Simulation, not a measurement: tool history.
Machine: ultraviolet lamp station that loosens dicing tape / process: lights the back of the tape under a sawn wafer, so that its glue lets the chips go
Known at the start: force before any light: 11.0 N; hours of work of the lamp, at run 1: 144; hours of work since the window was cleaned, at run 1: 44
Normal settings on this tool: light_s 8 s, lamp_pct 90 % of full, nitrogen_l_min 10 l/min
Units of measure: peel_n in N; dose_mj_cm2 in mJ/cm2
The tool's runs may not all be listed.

run	hour	light_s	lamp_pct	nitrogen_l_min	hours of work of the lamp	hours of work since the window was cleaned	peel_n	dose_mj_cm2
1	0	8	90	10	144	44	0.274	516
2	6.9	8	90	12	148	48	0.234	520
3	13.2	5	90	10	152	52	0.725	319
4	17.1	5	90	10	155	55	0.716	321
5	24.6	5	90	10	160	59	0.723	316
6	33.3	5	90	10	165	65	0.729	318
7	41.1	5	90	10	170	70	0.729	314
8	46.5	8	90	4	173	73	0.559	509
9	55.1	6	90	4	179	78	1.102	382
10	59	6	90	4	181	81	1.084	384
11	66.9	6	90	4	186	86	1.07	378
12	75	8	99	10	191	91	0.237	553
13	82.2	8	70	10	196	96	0.454	391
14	86.9	8	70	10	199	98	0.456	387
15	92.1	8	70	13	202	102	0.387	390
16	99.3	8	70	13	207	106	0.389	382
17	105.3	8	70	13	210	110	0.38	391
18	110	9	97	5	213	113	0.323	597
19	113.7	9	97	5	216	115	0.328	605
20	121	7	90	5	220	120	0.65	427
21	125	7	90	5	223	123	0.654	427
22	130.3	7	90	13	226	126	0.298	435
23	134.9	5	99	10	229	129	0.627	339
24	140.5	8	90	16	233	132	0.227	492
25	144.7	11	69	10	235	135	0.262	508
26	151.1	11	69	10	239	139	0.252	517
27	157.3	11	69	10	243	143	0.267	515

4 ways to go on from here, each from the tool as it stands after run 27. What would each give?
A	164.1	6	69	14	247	147	?	?
B	164.1	8	65	4	247	147	?	?
C	164.1	8	67	10	247	147	?	?
D	164.1	8	69	10	247	147	?	?

run	peel_n	dose_mj_cm2
A	0.759	283
B	1.245	348
C	0.527	366
D	0.488	375
With the hidden condition removed and each run's random variation left untouched, the same runs would have given:
run	peel_n	dose_mj_cm2
A	0.59	316
B	0.99	390
C	0.41	409
D	0.382	419
